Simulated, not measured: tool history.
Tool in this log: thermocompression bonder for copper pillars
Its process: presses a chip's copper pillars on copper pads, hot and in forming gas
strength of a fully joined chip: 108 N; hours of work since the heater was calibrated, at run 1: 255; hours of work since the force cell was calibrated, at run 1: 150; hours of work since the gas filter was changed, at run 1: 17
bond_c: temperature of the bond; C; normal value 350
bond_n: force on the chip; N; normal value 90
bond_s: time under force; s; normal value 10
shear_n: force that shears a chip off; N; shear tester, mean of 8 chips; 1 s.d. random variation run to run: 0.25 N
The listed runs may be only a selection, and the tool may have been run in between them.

run    day  bond_c  bond_n  bond_s  hours of work since the heater was calibrated  hours of work since the force cell was calibrated  hours of work since the gas filter was changed  shear_n
  1      0     350      90      10                                            255                                                150                                              17     46.1
  2  0.838     350      90      10                                            266                                                161                                              29     45.7
  3  1.471     350      90      10                                            274                                                169                                              37     45.6
  4  1.854     350      90      10                                            279                                                174                                              42     45.7
  5  2.371     350      90      10                                            286                                                181                                              49     45.6
  6  2.883     350      90      10                                            293                                                188                                              55     45.9
  7  3.496     350      90      10                                            301                                                196                                              64     45.2
  8  4.208     350     110       6                                            310                                                205                                              73     45.7
  9  4.704     350     110       6                                            317                                                212                                              79     45.8
 10  5.212     321      62       6                                            324                                                219                                              86       19
 11  5.679     321      62       6                                            330                                                225                                              92       19
 12  6.062     321      62       6                                            335                                                230                                              97     18.7
 13  6.508     342      59      10                                            341                                                236                                             103     26.6
 14  7.192     373      90      21                                            350                                                245                                             112     66.3

4 options for the next run, each taken on its own from the tool as it stands now. Forecast them:
  A  7.867     373      90       6                                            359                                                254                                             121        ?
  B  7.867     373     100      21                                            359                                                254                                             121        ?
  C  7.867     350      90      10                                            359                                                254                                             121        ?
  D  7.867     365     118      10                                            359                                                254                                             121        ?

run  shear_n
  A     43.7
  B     71.2
  C     44.8
  D     63.5
The same runs, with their run-to-run variation unchanged, on a tool lacking any hidden condition would have given:
run  shear_n
  A     44.8
  B     73.2
  C     45.9
  D     65.2

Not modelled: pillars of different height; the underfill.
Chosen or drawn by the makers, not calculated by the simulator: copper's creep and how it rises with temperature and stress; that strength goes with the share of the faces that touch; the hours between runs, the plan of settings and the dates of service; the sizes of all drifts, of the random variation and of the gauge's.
